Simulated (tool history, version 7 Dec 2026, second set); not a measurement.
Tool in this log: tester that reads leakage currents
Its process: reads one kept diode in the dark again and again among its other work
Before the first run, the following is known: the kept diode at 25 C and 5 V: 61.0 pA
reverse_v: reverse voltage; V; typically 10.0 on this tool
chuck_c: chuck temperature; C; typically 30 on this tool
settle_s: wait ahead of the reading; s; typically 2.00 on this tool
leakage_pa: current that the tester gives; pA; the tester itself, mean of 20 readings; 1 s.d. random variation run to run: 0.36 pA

run	day	reverse_v	chuck_c	settle_s	leakage_pa
1	0.000	10.0	30	2.00	156.35
2	3.796	10.0	30	2.00	156.76
3	8.346	10.0	20	2.00	76.92
4	11.092	10.0	30	2.00	157.44
# day 14.154: chuck's temperature calibrated
5	14.154	10.0	30	2.00	141.26
6	17.262	10.0	30	2.00	140.89
7	23.600	16.9	23	0.33	119.61
8	28.571	16.9	23	0.33	120.39
# day 29.025: tester calibrated
9	33.825	16.9	23	0.33	122.53
10	36.796	3.3	30	2.00	93.60
# day 38.775: tester calibrated, once more
11	40.479	10.0	30	0.32	147.61

Alternative continuations, all from the tool just after run 11; predict every row:
A	45.733	1.8	30	6.70	?
B	45.733	3.0	30	5.35	?
C	45.733	10.0	57	2.00	?

run	leakage_pa
A	74.55
B	89.46
C	1074.23
Without the tool's hidden state the same runs would have given:
run	leakage_pa
A	69.01
B	80.86
C	1034.41

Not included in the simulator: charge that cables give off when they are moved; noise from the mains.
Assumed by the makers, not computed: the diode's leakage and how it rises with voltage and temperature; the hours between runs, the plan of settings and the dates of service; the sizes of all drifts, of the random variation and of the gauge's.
